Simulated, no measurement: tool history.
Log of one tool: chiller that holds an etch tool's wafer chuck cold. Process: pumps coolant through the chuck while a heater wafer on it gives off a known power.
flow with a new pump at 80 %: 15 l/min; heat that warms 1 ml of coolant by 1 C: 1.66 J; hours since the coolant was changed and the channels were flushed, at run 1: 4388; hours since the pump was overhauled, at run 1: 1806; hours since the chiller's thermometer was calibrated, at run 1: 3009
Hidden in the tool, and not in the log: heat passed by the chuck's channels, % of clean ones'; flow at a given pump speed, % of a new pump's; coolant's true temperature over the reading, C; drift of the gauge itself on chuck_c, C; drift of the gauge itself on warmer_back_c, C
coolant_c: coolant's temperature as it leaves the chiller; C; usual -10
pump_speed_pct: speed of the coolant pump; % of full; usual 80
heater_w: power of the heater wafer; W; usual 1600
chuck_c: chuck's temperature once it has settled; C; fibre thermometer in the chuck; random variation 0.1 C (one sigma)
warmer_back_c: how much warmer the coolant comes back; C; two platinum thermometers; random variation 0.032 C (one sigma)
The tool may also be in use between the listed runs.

run   hour  coolant_c  pump_speed_pct  heater_w  hours since the coolant was changed and the channels were flushed  hours since the pump was overhauled  hours since the chiller's thermometer was calibrated  chuck_c  warmer_back_c
  1      0        -10              80      1600                                                               4388                                 1806                                                  3009      2.3           3.98
  2   57.6        -10              80      1600                                                               4446                                 1863                                                  3066      2.4           3.97
  3   89.3        -10              80      1600                                                               4478                                 1895                                                  3098      2.2           3.97
  4    137         -1              80      1600                                                               4525                                 1943                                                  3146     11.4           3.98
  5  191.3        -10              80      1600                                                               4580                                 1997                                                  3200      2.4           3.92
  6  251.3        -10              80      1600                                                               4640                                 2057                                                  3260      2.3           3.95
  7  285.3         -6              80      1600                                                               4674                                 2091                                                  3294      6.4           3.96
  8    314         -6              80      1600                                                               4702                                 2120                                                  3323      6.4              4
  9  354.2         -6              80      1600                                                               4743                                 2160                                                  3363      6.6           3.96
 10  383.1        -17              80      1600                                                               4771                                 2189                                                  3392     -4.6           3.95
 11  426.9        -17              80      1600                                                               4815                                 2233                                                  3436     -4.5           3.99
 12  481.7        -10              80      1503                                                               4870                                 2288                                                  3490      1.8            3.8
 13  523.7        -10              80      1503                                                               4912                                 2330                                                  3532      1.6           3.74
 14  564.6        -10              70      1795                                                               4953                                 2370                                                  3573      6.2           5.15
 15  613.3        -11              61      1011                                                               5002                                 2419                                                  3622       -1            3.4
 16  648.4        -11              61      1011                                                               5037                                 2454                                                  3657       -1           3.37
 17  702.2        -18              83      1799                                                               5090                                 2508                                                  3711     -4.3           4.33
 18  742.6        -18              83      1799                                                               5131                                 2548                                                  3751     -4.3           4.31
 19  767.8        -18              83      1675                                                               5156                                 2574                                                  3776     -5.2           4.01
 20  812.5        -18              83      1675                                                               5201                                 2618                                                  3821     -5.2           3.99
 21  838.6        -15              65      1123                                                               5227                                 2644                                                  3847     -4.3           3.46
 22  864.2        -15              65      1123                                                               5253                                 2670                                                  3873     -4.4           3.51
 23  895.2        -15              72      1123                                                               5284                                 2701                                                  3904     -5.5           3.18

The next listed run, before its measurement:
 24   938        -14              80      1767                                                               5326                                 2744                                                  3947        ?              ?

chuck_c: 0 C
warmer_back_c: 4.49 C
Without the tool's hidden state the same run would have given chuck_c -2.1 C, warmer_back_c 4.34 C.
